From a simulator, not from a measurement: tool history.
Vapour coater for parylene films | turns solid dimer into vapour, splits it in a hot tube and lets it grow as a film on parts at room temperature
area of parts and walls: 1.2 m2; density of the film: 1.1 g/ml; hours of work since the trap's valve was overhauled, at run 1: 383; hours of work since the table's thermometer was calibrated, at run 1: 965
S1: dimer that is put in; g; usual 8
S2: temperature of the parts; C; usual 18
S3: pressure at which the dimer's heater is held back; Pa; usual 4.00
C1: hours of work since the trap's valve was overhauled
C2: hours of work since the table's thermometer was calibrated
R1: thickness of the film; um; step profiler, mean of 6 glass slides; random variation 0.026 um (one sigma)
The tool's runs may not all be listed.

run,hour,S1,S2,S3,C1,C2,R1
1,0.0,8,18,4.00,383,965,4.35
2,30.0,8,18,4.00,406,989,4.33
3,56.1,8,18,4.00,427,1009,4.34
# hour 87.4: trap's valve overhauled
4,87.4,8,18,4.00,0,1031,4.36
5,119.5,8,18,4.00,25,1056,4.32
6,138.8,6,18,4.00,40,1071,3.26
7,155.0,6,18,4.00,53,1084,3.24
8,184.5,8,18,3.25,76,1107,4.47
9,214.3,8,18,3.25,100,1130,4.49
10,231.6,8,18,3.25,113,1144,4.45
11,252.3,8,18,3.25,130,1160,4.50
12,278.0,8,25,4.00,150,1181,3.28
13,298.4,8,25,4.00,166,1197,3.28
14,324.1,8,25,4.00,186,1217,3.31
15,344.9,10,22,4.00,202,1233,4.63
16,372.9,10,22,4.00,224,1255,4.60
# hour 376.5: table's thermometer calibrated
17,393.9,8,18,3.81,240,14,4.36
18,425.9,8,18,3.81,265,39,4.36
19,455.9,12,19,7.21,289,62,5.76
20,470.0,5,18,7.44,300,74,2.50
21,499.8,12,10,7.44,323,97,8.21

3 ways to go on from here, each from the tool as it stands after run 21. What would each give?
A,516.3,4,18,3.36,336,110,?
B,516.3,14,24,2.45,336,110,?
C,516.3,3,10,5.69,336,110,?

run,R1
A,2.21
B,6.37
C,2.12
Without the tool's hidden state the same runs would have given:
run,R1
A,2.22
B,6.38
C,2.12
